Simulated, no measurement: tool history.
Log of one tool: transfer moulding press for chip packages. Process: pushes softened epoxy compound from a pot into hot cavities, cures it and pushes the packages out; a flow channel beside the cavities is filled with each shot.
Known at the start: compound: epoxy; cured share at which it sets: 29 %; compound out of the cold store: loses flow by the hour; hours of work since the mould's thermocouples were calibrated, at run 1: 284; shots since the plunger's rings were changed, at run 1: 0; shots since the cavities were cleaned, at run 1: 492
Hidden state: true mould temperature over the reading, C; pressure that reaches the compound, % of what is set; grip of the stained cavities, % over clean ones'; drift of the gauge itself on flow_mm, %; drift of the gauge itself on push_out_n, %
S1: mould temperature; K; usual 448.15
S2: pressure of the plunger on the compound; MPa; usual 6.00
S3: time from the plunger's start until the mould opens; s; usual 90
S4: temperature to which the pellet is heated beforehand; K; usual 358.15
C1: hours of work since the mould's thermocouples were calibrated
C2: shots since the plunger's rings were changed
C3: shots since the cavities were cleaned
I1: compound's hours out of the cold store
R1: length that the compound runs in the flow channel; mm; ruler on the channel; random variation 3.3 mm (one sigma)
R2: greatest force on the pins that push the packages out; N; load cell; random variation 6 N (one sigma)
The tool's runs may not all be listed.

run,hour,S1,S2,S3,S4,C1,C2,C3,I1,R1,R2
1,0.0,448.15,6.00,90,358.15,284,0,492,22.3,893,421
# hour 60.8: cavities cleaned with cleaning compound and waxed
2,64.7,447.15,6.00,90,358.15,326,774,48,11.5,919,279
3,123.8,448.15,6.00,90,359.15,365,1498,772,33.4,858,460
# hour 164.2: cavities cleaned with cleaning compound and waxed
4,204.1,448.15,6.00,90,358.15,417,2464,489,32.4,858,417
# hour 264.9: cavities cleaned with cleaning compound and waxed
5,271.1,448.15,6.00,90,358.15,461,3266,76,30.2,855,286
6,313.8,448.15,4.66,90,358.15,489,3789,599,32.9,747,454
# hour 364.6: plunger's sealing rings changed
# hour 366.1: cavities cleaned with cleaning compound and waxed
7,380.6,448.15,4.66,90,358.15,531,179,179,40.2,756,320
# hour 441.3: mould's thermocouples calibrated
8,441.3,448.15,4.66,90,358.15,0,897,897,42.3,752,491
# hour 470.9: cavities cleaned with cleaning compound and waxed
9,488.6,448.15,6.00,90,358.15,30,1458,216,25.4,882,331
10,536.1,448.15,6.00,90,358.15,62,2040,798,12.7,905,464
# hour 570.1: cavities cleaned with cleaning compound and waxed
11,611.5,448.15,6.00,90,358.15,111,2946,508,19.3,883,437
# hour 669.9: cavities cleaned with cleaning compound and waxed
12,669.9,448.15,6.00,90,358.15,149,3642,0,47.7,819,230
13,727.1,448.15,6.00,90,358.15,187,4343,701,13.7,887,479
# hour 735.4: plunger's sealing rings changed
# hour 772.7: cavities cleaned with cleaning compound and waxed
14,782.1,448.15,6.40,90,358.15,221,554,115,25.1,915,289
15,829.7,448.15,6.00,71,352.15,252,1137,698,13.2,906,784
# hour 877.1: cavities cleaned with cleaning compound and waxed
16,878.3,448.15,6.00,71,352.15,283,1714,15,13.1,900,394
17,920.5,447.15,5.39,90,358.15,311,2231,532,9.8,861,489
# hour 981.1: cavities cleaned with cleaning compound and waxed
18,1011.0,448.15,6.00,122,358.15,370,3322,367,12.9,896,317
# hour 1081.0: cavities cleaned with cleaning compound and waxed
19,1090.9,448.15,6.00,122,358.15,422,4281,121,42.4,817,251
# hour 1104.3: plunger's sealing rings changed
20,1132.9,448.15,6.00,122,359.15,449,351,606,18.2,901,350
21,1169.3,447.15,4.87,122,360.15,473,796,1051,9.4,835,379
# hour 1188.5: cavities cleaned with cleaning compound and waxed
22,1256.4,447.15,4.87,122,360.15,530,1845,832,42.0,754,379
# hour 1288.9: cavities cleaned with cleaning compound and waxed
# hour 1320.2: mould's thermocouples calibrated
23,1338.8,446.15,4.87,122,352.15,12,2812,587,13.1,822,351
# hour 1390.9: cavities cleaned with cleaning compound and waxed
24,1397.8,448.15,6.00,97,368.15,50,3515,83,17.4,878,252
25,1465.0,455.15,5.02,90,358.15,95,4339,907,16.4,787,407
# hour 1471.3: plunger's sealing rings changed
# hour 1493.8: cavities cleaned with cleaning compound and waxed
26,1512.9,455.15,5.02,90,358.15,124,491,234,39.7,769,294

3 ways to go on from here, each from the tool as it stands after run 26. What would each give?
A,1590.0,446.15,6.00,90,360.15,175,1436,1179,34.0,?,?
B,1590.0,455.15,5.02,104,358.15,175,1436,1179,18.5,?,?
C,1590.0,455.15,5.02,119,363.15,175,1436,1179,42.2,?,?

run,R1,R2
A,866,559
B,801,419
C,756,397
Without the tool's hidden state the same runs would have given:
run,R1,R2
A,877,248
B,811,189
C,765,179
